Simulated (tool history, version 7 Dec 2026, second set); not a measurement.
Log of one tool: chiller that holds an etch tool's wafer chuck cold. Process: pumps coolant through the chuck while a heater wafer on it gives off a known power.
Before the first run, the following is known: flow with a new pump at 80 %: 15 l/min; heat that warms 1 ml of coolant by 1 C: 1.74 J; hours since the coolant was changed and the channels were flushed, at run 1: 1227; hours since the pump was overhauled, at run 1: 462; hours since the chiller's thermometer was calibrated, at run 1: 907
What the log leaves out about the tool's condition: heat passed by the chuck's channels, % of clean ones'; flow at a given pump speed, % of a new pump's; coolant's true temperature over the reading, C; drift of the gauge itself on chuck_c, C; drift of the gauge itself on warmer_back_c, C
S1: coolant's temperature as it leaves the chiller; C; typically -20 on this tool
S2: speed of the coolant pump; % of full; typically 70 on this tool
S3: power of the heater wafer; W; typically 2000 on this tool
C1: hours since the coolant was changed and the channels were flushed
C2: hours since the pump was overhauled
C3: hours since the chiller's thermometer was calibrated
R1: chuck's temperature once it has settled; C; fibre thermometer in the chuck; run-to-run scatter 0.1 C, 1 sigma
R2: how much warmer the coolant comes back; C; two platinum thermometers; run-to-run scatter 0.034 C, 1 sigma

Run 1, hour 0: usual settings; C1 1227; C2 462; C3 907. Result: R1 -6.5 C, R2 5.21 C.
Run 2, hour 45: usual settings; C1 1272; C2 507; C3 952. Result: R1 -6.7 C, R2 5.22 C.
Run 3, hour 102.9: usual settings; C1 1330; C2 565; C3 1010. Result: R1 -6.6 C, R2 5.27 C.
Run 4, hour 179.3: usual settings but S3 2069 W; C1 1406; C2 641; C3 1086. Result: R1 -6.1 C, R2 5.4 C.
Run 5, hour 290.8: usual settings; C1 1518; C2 753; C3 1198. Result: R1 -6.7 C, R2 5.24 C.
Run 6, hour 338.8: usual settings but S3 2610 W; C1 1566; C2 801; C3 1246. Result: R1 -2.5 C, R2 6.82 C.
Run 7, hour 435.2: usual settings but S3 2610 W; C1 1662; C2 897; C3 1342. Result: R1 -2.3 C, R2 6.83 C.
Run 8, hour 532.9: usual settings; C1 1760; C2 995; C3 1440. Result: R1 -6.5 C, R2 5.29 C.
Run 9, hour 611.5: usual settings but S3 2974 W; C1 1838; C2 1074; C3 1518. Result: R1 0.1 C, R2 7.87 C.
Run 10, hour 661.8: usual settings but S3 2974 W; C1 1888; C2 1124; C3 1569. Result: R1 0.1 C, R2 7.88 C.
Run 11, hour 769.2: usual settings but S1 -26 C; C1 1996; C2 1231; C3 1676. Result: R1 -12.5 C, R2 5.32 C.
Run 12, hour 847.2: usual settings but S1 -26 C; C1 2074; C2 1309; C3 1754. Result: R1 -12.5 C, R2 5.25 C.
Run 13, hour 906.9: usual settings but S1 -18 C, S2 67 % of full, S3 2327 W; C1 2134; C2 1369; C3 1814. Result: R1 -1.7 C, R2 6.42 C.
Run 14, hour 962.8: usual settings but S2 65 % of full, S3 1802 W; C1 2189; C2 1425; C3 1870. Result: R1 -7 C, R2 5.1 C.
Run 15, hour 1067.9: usual settings but S1 -23 C, S2 88 % of full, S3 1220 W; C1 2295; C2 1530; C3 1975. Result: R1 -15.8 C, R2 2.56 C.
Run 16, hour 1130.9: usual settings but S1 -23 C, S2 78 % of full, S3 1220 W; C1 2358; C2 1593; C3 2038. Result: R1 -15.1 C, R2 2.9 C.
Run 17, hour 1234.1: usual settings but S1 -27 C, S2 61 % of full, S3 2844 W; C1 2461; C2 1696; C3 2141. Result: R1 -5.7 C, R2 8.61 C.
Run 18, hour 1343.2: usual settings but S1 -16 C, S2 61 % of full, S3 1433 W; C1 2570; C2 1805; C3 2250. Result: R1 -5.2 C, R2 4.41 C.
Run 19, hour 1405.2: usual settings but S1 -16 C, S2 61 % of full, S3 1433 W; C1 2632; C2 1867; C3 2312. Result: R1 -5.1 C, R2 4.36 C.
Run 20, hour 1462.8: usual settings but S1 -17 C, S2 77 % of full, S3 1226 W; C1 2690; C2 1925; C3 2370. Result: R1 -9 C, R2 2.98 C.

Alternative continuations, all from the tool just after run 20; predict every row:
Run A, hour 1550.7: usual settings but S1 -10 C, S2 71 % of full, S3 1444 W; C1 2777; C2 2013; C3 2458. Result: R1 ?, R2 ?.
Run B, hour 1550.7: usual settings but S1 -21 C, S2 69 % of full, S3 1226 W; C1 2777; C2 2013; C3 2458. Result: R1 ?, R2 ?.
Run C, hour 1550.7: usual settings but S1 -17 C, S2 98 % of full, S3 1900 W; C1 2777; C2 2013; C3 2458. Result: R1 ?, R2 ?.

run     R1    R2
  A   -0.1  3.83
  B  -12.5  3.32
  C   -6.6  3.63
Had the tool no hidden state, the same runs would have come out as:
run     R1    R2
  A   -0.8  3.77
  B  -13.1  3.27
  C   -7.4  3.58
